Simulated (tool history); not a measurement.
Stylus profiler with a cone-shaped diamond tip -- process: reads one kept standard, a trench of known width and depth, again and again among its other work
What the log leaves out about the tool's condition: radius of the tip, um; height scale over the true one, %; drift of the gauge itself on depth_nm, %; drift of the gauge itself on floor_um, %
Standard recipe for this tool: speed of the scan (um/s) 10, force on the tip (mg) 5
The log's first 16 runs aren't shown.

run	day	speed of the scan (um/s)	force on the tip (mg)	scans with this tip	hours of work since the height scale was calibrated	depth of the trench (nm)	width of the trench's floor (um)
17	16.046	10	5	1702	358	1019.33	23.59
18	17.433	10	6.25	1780	374	1022.61	23.6
19	18.146	10	6.25	1820	383	1021.89	23.58
20	19.3	10	6.25	1885	396	1022.35	23.56
21	20.412	10	6.25	1948	410	1022.15	23.62
22	21.279	10	6.25	1997	420	1022.11	23.49
23	22.825	4	7.53	2083	438	1025.31	23.55
24	23.925	14	7.53	2145	451	1025.37	23.5
25	25.112	14	1.81	2212	465	1008.33	23.55
26	26.667	4	6.72	2299	484	1022.95	23.52
27	27.75	4	6.72	2360	496	1022.76	23.52
28	28.425	39	7.41	2398	504	1024.72	23.45
29	29.467	3	13.42	2457	517	1038.05	23.46
30	30.321	5	5.67	2505	527	1019.58	23.48
31	31.779	7	2.03	2587	544	1008.95	23.48
32	32.646	32	4.16	2636	554	1015.53	23.4
33	33.696	17	6.45	2695	567	1021.61	23.4
34	35.054	8	5	2771	583	1018.17	23.43
35	36.438	5	6.82	2849	599	1022.78	23.36

5 ways to go on from here, each from the tool as it stands after run 35. What would each give?
A	37.712	5	2.95	2920	614	?	?
B	37.712	4	3.91	2920	614	?	?
C	37.712	7	9.69	2920	614	?	?
D	37.712	4	5	2920	614	?	?
E	37.712	34	6.49	2920	614	?	?

run	depth of the trench (nm)	width of the trench's floor (um)
A	1011.7	23.41
B	1014.77	23.37
C	1029.95	23.36
D	1017.42	23.36
E	1021.88	23.39
Stripped of hidden state, with their random variation kept, the same runs would have yielded:
run	depth of the trench (nm)	width of the trench's floor (um)
A	1014.55	24.01
B	1017.63	23.98
C	1032.85	23.96
D	1020.28	23.96
E	1024.76	23.99

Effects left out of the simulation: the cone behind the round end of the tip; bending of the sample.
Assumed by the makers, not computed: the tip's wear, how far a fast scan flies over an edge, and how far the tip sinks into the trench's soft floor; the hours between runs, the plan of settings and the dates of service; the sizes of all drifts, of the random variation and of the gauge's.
